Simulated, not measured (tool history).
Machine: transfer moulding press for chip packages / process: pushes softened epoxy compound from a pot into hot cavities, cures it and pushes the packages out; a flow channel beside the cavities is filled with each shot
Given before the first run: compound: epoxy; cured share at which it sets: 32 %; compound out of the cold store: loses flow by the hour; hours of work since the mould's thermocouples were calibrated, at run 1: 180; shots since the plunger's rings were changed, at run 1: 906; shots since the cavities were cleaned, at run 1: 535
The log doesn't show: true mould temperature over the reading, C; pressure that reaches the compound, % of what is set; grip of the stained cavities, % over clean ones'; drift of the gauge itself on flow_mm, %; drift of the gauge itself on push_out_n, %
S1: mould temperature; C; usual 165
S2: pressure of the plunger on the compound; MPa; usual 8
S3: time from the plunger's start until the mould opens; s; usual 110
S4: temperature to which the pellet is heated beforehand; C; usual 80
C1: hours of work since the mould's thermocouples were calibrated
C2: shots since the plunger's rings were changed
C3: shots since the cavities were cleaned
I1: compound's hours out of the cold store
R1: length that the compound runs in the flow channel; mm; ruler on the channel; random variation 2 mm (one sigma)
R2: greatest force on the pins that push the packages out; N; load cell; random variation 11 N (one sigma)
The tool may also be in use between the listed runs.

run   hour   S1    S2   S3  S4   C1    C2   C3    I1   R1   R2
  1      0  165     8  110  80  180   906  535  10.9  924  535
  2   15.9  165     8  110  80  187  1021  650  18.6  903  524
  3   28.2  165  7.16  110  80  193  1110  739  28.9  828  515
  4     39  165  7.16  110  80  198  1188  817  11.1  866  537
  5   50.8  165  7.16  110  80  203  1273  902   8.4  878  508
        54  -- cavities cleaned with cleaning compound and waxed
  6   66.3  165  7.16  110  80  210  1374   88  24.1  838  513
  7     86  165  7.42  110  80  218  1517  231  41.7  816  514
  8  104.1  165  7.42  110  80  227  1647  361  28.2  844  504
  9  122.2  165  7.22  110  80  235  1778  492  45.5  797  482
 10  131.3  165  7.22  110  80  239  1844  558  16.8  861  521
 11  150.1  165  6.72  110  80  248  1980  694  18.4  823  537
 12  167.3  165  6.72  110  80  255  2104  818  35.7  789  520
     182.5  -- cavities cleaned with cleaning compound and waxed
 13    185  160     8  110  80  263  2222   19  14.9  932  716
 14  199.5  165     8  110  80  269  2326  123  20.8  893  543
 15  211.9  165     8  110  80  275  2415  212    39  853  495
 16  225.4  165     8  110  80  281  2513  310  30.8  870  499
 17  236.1  163  8.64  149  74  286  2591  388  47.4  877  418
 18  250.7  163  8.64  149  74  292  2696  493  47.9  872  432
 19  261.6  173     8   97  79  297  2775  572  29.1  847  452
 20  272.1  173     8   97  79  302  2851  648  20.2  871  449
 21  280.7  165   6.2  110  80  306  2913  710  44.4  741  516
 22  289.5  168  8.67  101  82  310  2977  774  11.4  949  517
 23    306  164  9.41  111  83  317  3096  893  17.4  981  536
     311.6  -- cavities cleaned with cleaning compound and waxed
 24  316.8  172  6.91   92  74  322  3163   38  24.6  801  523
 25  330.6  172  6.91   92  74  328  3262  137  19.6  812  532
 26  340.6  166  6.91   92  77  332  3335  210  29.2  811  676
 27  359.1  165  7.28  110  86  341  3469  344  19.5  857  504
 28  368.2  165  9.36  110  77  345  3534  409  25.3  960  535
 29  387.6  165  9.36  110  77  354  3675  550  26.5  952  538

Predict each of these 4 candidate next runs independently; none follows another, all start after run 29:
  A  395.9  165   8  134  80  358  3735  610  13.4   ?   ?
  B  395.9  165   8   95  80  358  3735  610  17.1   ?   ?
  C  395.9  169   8  133  80  358  3735  610  20.7   ?   ?
  D  395.9  166   8  117  82  358  3735  610    41   ?   ?

run   R1   R2
  A  917  440
  B  906  700
  C  878  418
  D  840  470
With no hidden state in the tool, these same runs would have given:
run   R1   R2
  A  918  434
  B  907  690
  C  879  412
  D  841  464

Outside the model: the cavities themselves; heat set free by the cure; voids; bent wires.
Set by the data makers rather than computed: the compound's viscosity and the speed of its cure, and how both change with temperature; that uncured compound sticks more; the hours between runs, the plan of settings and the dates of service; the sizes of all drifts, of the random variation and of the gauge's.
